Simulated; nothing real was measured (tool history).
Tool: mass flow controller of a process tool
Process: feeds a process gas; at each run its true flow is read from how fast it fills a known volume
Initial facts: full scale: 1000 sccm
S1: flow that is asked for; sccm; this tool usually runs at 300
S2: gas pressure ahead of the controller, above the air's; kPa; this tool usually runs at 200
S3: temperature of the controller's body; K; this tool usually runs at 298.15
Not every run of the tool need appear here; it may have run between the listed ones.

{"run": 1, "hour": 0.0, "S1": 300, "S2": 200, "S3": 298.15, "true flow (%)": 98.58}
{"run": 2, "hour": 52.4, "S1": 300, "S2": 200, "S3": 298.15, "true flow (%)": 98.55}
{"run": 3, "hour": 175.8, "S1": 300, "S2": 200, "S3": 298.15, "true flow (%)": 98.6}
{"run": 4, "hour": 253.8, "S1": 349, "S2": 200, "S3": 298.15, "true flow (%)": 98.77}
{"run": 5, "hour": 308.8, "S1": 349, "S2": 200, "S3": 298.15, "true flow (%)": 98.76}
{"run": 6, "hour": 425.7, "S1": 300, "S2": 200, "S3": 298.15, "true flow (%)": 98.63}
{"run": 7, "hour": 488.9, "S1": 300, "S2": 200, "S3": 298.15, "true flow (%)": 98.65}
{"run": 8, "hour": 586.7, "S1": 300, "S2": 200, "S3": 298.15, "true flow (%)": 98.72}
{"run": 9, "hour": 691.4, "S1": 300, "S2": 200, "S3": 298.15, "true flow (%)": 98.95}
{"run": 10, "hour": 750.9, "S1": 300, "S2": 200, "S3": 298.15, "true flow (%)": 98.73}
{"run": 11, "hour": 866.7, "S1": 300, "S2": 200, "S3": 298.15, "true flow (%)": 99.03}
{"run": 12, "hour": 918.4, "S1": 300, "S2": 200, "S3": 298.15, "true flow (%)": 99.11}
{"run": 13, "hour": 1004.3, "S1": 300, "S2": 200, "S3": 298.15, "true flow (%)": 99.13}
{"run": 14, "hour": 1062.4, "S1": 300, "S2": 200, "S3": 298.15, "true flow (%)": 99.13}
{"run": 15, "hour": 1134.8, "S1": 300, "S2": 200, "S3": 298.15, "true flow (%)": 99.19}
{"run": 16, "hour": 1237.0, "S1": 438, "S2": 200, "S3": 298.15, "true flow (%)": 99.35}
{"run": 17, "hour": 1361.8, "S1": 438, "S2": 200, "S3": 298.15, "true flow (%)": 99.38}
{"run": 18, "hour": 1485.5, "S1": 438, "S2": 200, "S3": 298.15, "true flow (%)": 98.73}
{"run": 19, "hour": 1599.6, "S1": 438, "S2": 200, "S3": 298.15, "true flow (%)": 98.66}
{"run": 20, "hour": 1670.3, "S1": 438, "S2": 200, "S3": 304.15, "true flow (%)": 97.78}
{"run": 21, "hour": 1770.8, "S1": 410, "S2": 200, "S3": 303.15, "true flow (%)": 98.11}
{"run": 22, "hour": 1878.9, "S1": 410, "S2": 200, "S3": 303.15, "true flow (%)": 98.18}
{"run": 23, "hour": 1957.7, "S1": 304, "S2": 169, "S3": 296.15, "true flow (%)": 98.98}
{"run": 24, "hour": 2015.9, "S1": 304, "S2": 169, "S3": 296.15, "true flow (%)": 99.07}
{"run": 25, "hour": 2136.9, "S1": 679, "S2": 200, "S3": 294.15, "true flow (%)": 99.77}
{"run": 26, "hour": 2188.7, "S1": 300, "S2": 165, "S3": 298.15, "true flow (%)": 99.01}
{"run": 27, "hour": 2242.4, "S1": 483, "S2": 145, "S3": 293.15, "true flow (%)": 99.96}
{"run": 28, "hour": 2333.1, "S1": 245, "S2": 147, "S3": 293.15, "true flow (%)": 99.62}
{"run": 29, "hour": 2431.2, "S1": 248, "S2": 249, "S3": 297.15, "true flow (%)": 98.49}
{"run": 30, "hour": 2493.2, "S1": 262, "S2": 147, "S3": 297.15, "true flow (%)": 99.2}
{"run": 31, "hour": 2577.9, "S1": 141, "S2": 249, "S3": 306.15, "true flow (%)": 97.2}
{"run": 32, "hour": 2670.9, "S1": 717, "S2": 155, "S3": 309.15, "true flow (%)": 98.59}
{"run": 33, "hour": 2753.5, "S1": 717, "S2": 155, "S3": 309.15, "true flow (%)": 98.63}
{"run": 34, "hour": 2820.7, "S1": 717, "S2": 155, "S3": 309.15, "true flow (%)": 98.64}
{"run": 35, "hour": 2903.7, "S1": 228, "S2": 247, "S3": 298.15, "true flow (%)": 98.53}
{"run": 36, "hour": 3000.9, "S1": 143, "S2": 166, "S3": 302.15, "true flow (%)": 98.63}
{"run": 37, "hour": 3118.9, "S1": 246, "S2": 195, "S3": 300.15, "true flow (%)": 98.71}
{"run": 38, "hour": 3201.3, "S1": 280, "S2": 195, "S3": 304.15, "true flow (%)": 98.35}
{"run": 39, "hour": 3272.6, "S1": 645, "S2": 168, "S3": 298.15, "true flow (%)": 99.73}

The log once held 2 entries between its listed runs, left out of this copy. Where does each go, and what is different about the tool's unlogged condition between the listed run before it and the listed run after it?
Logged between run 10 and run 11: controller's zero set anew (hour 760.0)
  flow at rest that the sensor doesn't see, % of full scale: 0.163 -> 0.243; true flow over the shown one, %: -0.19 -> -0.17
  what was measured, less what the result would be without the hidden state, true flow (%): +0.35 -> +0.64
Logged between run 17 and run 18: controller's zero set anew, once more (hour 1459.0)
  flow at rest that the sensor doesn't see, % of full scale: 0.274 -> 0.004; true flow over the shown one, %: -0.1 -> -0.09
  what was measured, less what the result would be without the hidden state, true flow (%): +0.52 -> -0.08
